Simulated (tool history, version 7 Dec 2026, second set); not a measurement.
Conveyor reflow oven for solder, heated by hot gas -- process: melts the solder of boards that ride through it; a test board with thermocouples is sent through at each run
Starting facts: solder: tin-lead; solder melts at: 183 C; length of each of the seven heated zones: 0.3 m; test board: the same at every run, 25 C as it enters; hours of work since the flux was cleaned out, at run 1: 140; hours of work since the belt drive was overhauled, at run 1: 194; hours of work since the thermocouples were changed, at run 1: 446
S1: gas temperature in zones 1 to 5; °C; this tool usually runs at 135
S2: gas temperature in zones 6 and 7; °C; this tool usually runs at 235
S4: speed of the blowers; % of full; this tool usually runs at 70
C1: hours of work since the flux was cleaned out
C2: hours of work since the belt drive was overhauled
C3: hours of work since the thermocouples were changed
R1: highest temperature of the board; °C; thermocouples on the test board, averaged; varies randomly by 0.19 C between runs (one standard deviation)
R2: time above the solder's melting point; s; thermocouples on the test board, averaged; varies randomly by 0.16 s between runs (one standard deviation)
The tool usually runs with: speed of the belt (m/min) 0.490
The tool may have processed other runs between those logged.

{"run": 1, "day": 0.0, "S1": 135, "S2": 235, "speed of the belt (m/min)": 0.49, "S4": 70, "C1": 140, "C2": 194, "C3": 446, "R1": 215.3, "R2": 51.8}
{"run": 2, "day": 1.642, "S1": 130, "S2": 235, "speed of the belt (m/min)": 0.49, "S4": 70, "C1": 171, "C2": 225, "C3": 477, "R1": 213.6, "R2": 49.2}
{"run": 3, "day": 3.438, "S1": 130, "S2": 235, "speed of the belt (m/min)": 0.49, "S4": 70, "C1": 205, "C2": 258, "C3": 511, "R1": 213.3, "R2": 48.8}
{"day": 4.208, "done": "flux residue cleaned out of gas plates and filters"}
{"run": 4, "day": 5.675, "S1": 130, "S2": 235, "speed of the belt (m/min)": 0.49, "S4": 70, "C1": 27, "C2": 296, "C3": 549, "R1": 214.4, "R2": 50.3}
{"run": 5, "day": 7.65, "S1": 135, "S2": 235, "speed of the belt (m/min)": 0.49, "S4": 70, "C1": 65, "C2": 333, "C3": 586, "R1": 215.2, "R2": 52.3}
{"run": 6, "day": 9.617, "S1": 135, "S2": 249, "speed of the belt (m/min)": 0.49, "S4": 63, "C1": 101, "C2": 370, "C3": 623, "R1": 224.5, "R2": 59.0}
{"day": 9.871, "done": "belt drive overhauled, speed set with a stopwatch"}
{"run": 7, "day": 11.417, "S1": 147, "S2": 225, "speed of the belt (m/min)": 0.49, "S4": 70, "C1": 132, "C2": 29, "C3": 653, "R1": 209.0, "R2": 51.2}
{"run": 8, "day": 13.392, "S1": 122, "S2": 233, "speed of the belt (m/min)": 0.391, "S4": 71, "C1": 169, "C2": 66, "C3": 690, "R1": 218.4, "R2": 65.7}
{"run": 9, "day": 14.279, "S1": 145, "S2": 234, "speed of the belt (m/min)": 0.391, "S4": 78, "C1": 186, "C2": 83, "C3": 707, "R1": 223.0, "R2": 78.7}
{"run": 10, "day": 15.654, "S1": 145, "S2": 234, "speed of the belt (m/min)": 0.391, "S4": 78, "C1": 211, "C2": 108, "C3": 732, "R1": 223.1, "R2": 78.7}

Subtracting, for every run, the result it would have given without the tool's unlogged condition from the measured result gives the following. The same run-to-run variation enters both numbers; the gauge's scatter may not:
Hidden state present: heat that the gas passes to the board, % of a clean oven's; belt's true speed, % of the reading; true gas temperature in zones 6 and 7 over the reading, C; drift of the gauge itself on peak_c, C; drift of the gauge itself on liquid_s, %.
run=1 R1=-0.9 R2=-0.7
run=2 R1=-1.3 R2=-1.1
run=3 R1=-1.5 R2=-1.3
run=4 R1=-0.5 R2=-0.2
run=5 R1=-0.8 R2=-0.4
run=6 R1=-1.1 R2=-0.4
run=7 R1=-1.1 R2=-0.8
run=8 R1=-1.4 R2=-1.0
run=9 R1=-1.3 R2=-0.5
run=10 R1=-1.5 R2=-0.5

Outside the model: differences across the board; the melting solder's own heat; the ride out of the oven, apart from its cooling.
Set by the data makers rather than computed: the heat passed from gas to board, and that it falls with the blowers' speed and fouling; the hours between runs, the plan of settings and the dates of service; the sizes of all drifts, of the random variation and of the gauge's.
